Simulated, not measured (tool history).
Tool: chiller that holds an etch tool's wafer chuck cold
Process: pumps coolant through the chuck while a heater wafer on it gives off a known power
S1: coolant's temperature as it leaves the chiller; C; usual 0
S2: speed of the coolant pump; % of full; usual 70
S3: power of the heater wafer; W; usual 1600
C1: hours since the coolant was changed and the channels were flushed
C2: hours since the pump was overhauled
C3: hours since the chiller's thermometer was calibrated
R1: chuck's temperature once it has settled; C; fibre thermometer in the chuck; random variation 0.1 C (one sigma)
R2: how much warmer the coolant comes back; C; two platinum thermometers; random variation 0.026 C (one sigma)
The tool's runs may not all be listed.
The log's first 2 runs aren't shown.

{"run": 3, "hour": 203.7, "S1": 0, "S2": 70, "S3": 1600, "C1": 3975, "C2": 3975, "C3": 1105, "R1": 15.4, "R2": 3.87}
{"run": 4, "hour": 305.0, "S1": 0, "S2": 70, "S3": 1600, "C1": 4076, "C2": 4076, "C3": 1206, "R1": 15.4, "R2": 3.92}
{"run": 5, "hour": 399.7, "S1": 0, "S2": 70, "S3": 1600, "C1": 4171, "C2": 4171, "C3": 1301, "R1": 15.4, "R2": 3.93}
{"run": 6, "hour": 458.0, "S1": 0, "S2": 70, "S3": 1600, "C1": 4229, "C2": 4229, "C3": 1359, "R1": 15.5, "R2": 3.91}
{"run": 7, "hour": 514.7, "S1": 0, "S2": 70, "S3": 1600, "C1": 4286, "C2": 4286, "C3": 1416, "R1": 15.4, "R2": 3.9}
{"run": 8, "hour": 607.4, "S1": 0, "S2": 70, "S3": 905, "C1": 4379, "C2": 4379, "C3": 1509, "R1": 8.8, "R2": 2.26}
{"run": 9, "hour": 695.0, "S1": 0, "S2": 70, "S3": 1080, "C1": 4466, "C2": 4466, "C3": 1596, "R1": 10.4, "R2": 2.61}
{"run": 10, "hour": 771.9, "S1": 0, "S2": 70, "S3": 1080, "C1": 4543, "C2": 4543, "C3": 1673, "R1": 10.4, "R2": 2.67}
{"run": 11, "hour": 872.4, "S1": 0, "S2": 70, "S3": 1080, "C1": 4644, "C2": 4644, "C3": 1773, "R1": 10.4, "R2": 2.64}
{"run": 12, "hour": 981.4, "S1": 0, "S2": 70, "S3": 1600, "C1": 4753, "C2": 4753, "C3": 1882, "R1": 15.4, "R2": 3.95}
{"run": 13, "hour": 1066.2, "S1": 0, "S2": 70, "S3": 1600, "C1": 4837, "C2": 4837, "C3": 1967, "R1": 15.5, "R2": 3.91}
{"run": 14, "hour": 1123.0, "S1": 0, "S2": 70, "S3": 1600, "C1": 4894, "C2": 4894, "C3": 2024, "R1": 15.4, "R2": 3.91}
{"run": 15, "hour": 1219.6, "S1": 0, "S2": 70, "S3": 1600, "C1": 4991, "C2": 4991, "C3": 2121, "R1": 15.6, "R2": 3.91}
{"run": 16, "hour": 1335.4, "S1": 0, "S2": 70, "S3": 1600, "C1": 5107, "C2": 5107, "C3": 2236, "R1": 15.3, "R2": 3.87}
{"run": 17, "hour": 1388.3, "S1": 0, "S2": 70, "S3": 1600, "C1": 5160, "C2": 5160, "C3": 2289, "R1": 15.4, "R2": 3.9}

Run 18 comes next. What will it give?
{"run": 18, "hour": 1470.8, "S1": -2, "S2": 80, "S3": 1600, "C1": 5242, "C2": 5242, "C3": 2372, "R1": "?", "R2": "?"}

R1: 11.7 C
R2: 3.41 C
Without the tool's hidden state the same run would have given R1 11.7 C, R2 3.41 C.
